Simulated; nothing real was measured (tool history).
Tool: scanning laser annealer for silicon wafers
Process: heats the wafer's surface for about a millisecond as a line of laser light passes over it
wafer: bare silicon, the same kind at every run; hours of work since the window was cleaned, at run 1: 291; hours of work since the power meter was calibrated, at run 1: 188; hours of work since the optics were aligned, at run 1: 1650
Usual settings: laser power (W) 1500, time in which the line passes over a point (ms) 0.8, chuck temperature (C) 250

| run | hour | laser power (W) | time in which the line passes over a point (ms) | chuck temperature (C) | hours of work since the window was cleaned | hours of work since the power meter was calibrated | hours of work since the optics were aligned | highest temperature of the surface (C) |
|---|---|---|---|---|---|---|---|---|
| 1 | 0 | 1500 | 0.8 | 250 | 291 | 188 | 1650 | 1009 |
| 2 | 10.4 | 1500 | 0.8 | 250 | 297 | 194 | 1655 | 1010 |
| 3 | 21.5 | 1500 | 0.8 | 250 | 303 | 200 | 1661 | 1010 |
| 4 | 30 | 1500 | 0.8 | 250 | 307 | 204 | 1665 | 1008 |
| 5 | 41.4 | 1500 | 0.8 | 283 | 313 | 210 | 1671 | 1042 |
| 6 | 50.4 | 1500 | 0.8 | 283 | 318 | 215 | 1676 | 1040 |
| 7 | 61.1 | 1393 | 0.913 | 221 | 324 | 220 | 1682 | 965 |
| 8 | 65.7 | 1393 | 0.913 | 221 | 326 | 223 | 1684 | 961 |
| 9 | 74.6 | 1500 | 0.638 | 230 | 331 | 227 | 1689 | 904 |
| 10 | 80.5 | 1559 | 0.8 | 269 | 334 | 231 | 1692 | 1053 |
| 11 | 87.5 | 1559 | 0.8 | 254 | 337 | 234 | 1696 | 1036 |
|  | 90.5 | window over the wafer cleaned |
| 12 | 99.9 | 1493 | 0.89 | 274 | 5 | 240 | 1701 | 1116 |

Hidden state or all else? Some run-to-run changes of highest temperature of the surface (C), split into what the settings, what came in and random variation would give without the hidden state, and what is left for the hidden state (with any gauge scatter that isn't in both results):
The hidden state here: light that passes the window, % of a clean one's; laser's true power over the reading, %; width of the line over the set one, %; drift of the gauge itself on peak_c, C.
Run 9 -> 10: laser power (W) 1500 -> 1559, time in which the line passes over a point (ms) 0.638 -> 0.8, chuck temperature (C) 230 -> 269. highest temperature of the surface (C) +149: hidden state -12, all else +161.
Run 11 -> 12: laser power (W) 1559 -> 1493, time in which the line passes over a point (ms) 0.8 -> 0.89, chuck temperature (C) 254 -> 274, window over the wafer cleaned. highest temperature of the surface (C) +80: hidden state +53, all else +27.

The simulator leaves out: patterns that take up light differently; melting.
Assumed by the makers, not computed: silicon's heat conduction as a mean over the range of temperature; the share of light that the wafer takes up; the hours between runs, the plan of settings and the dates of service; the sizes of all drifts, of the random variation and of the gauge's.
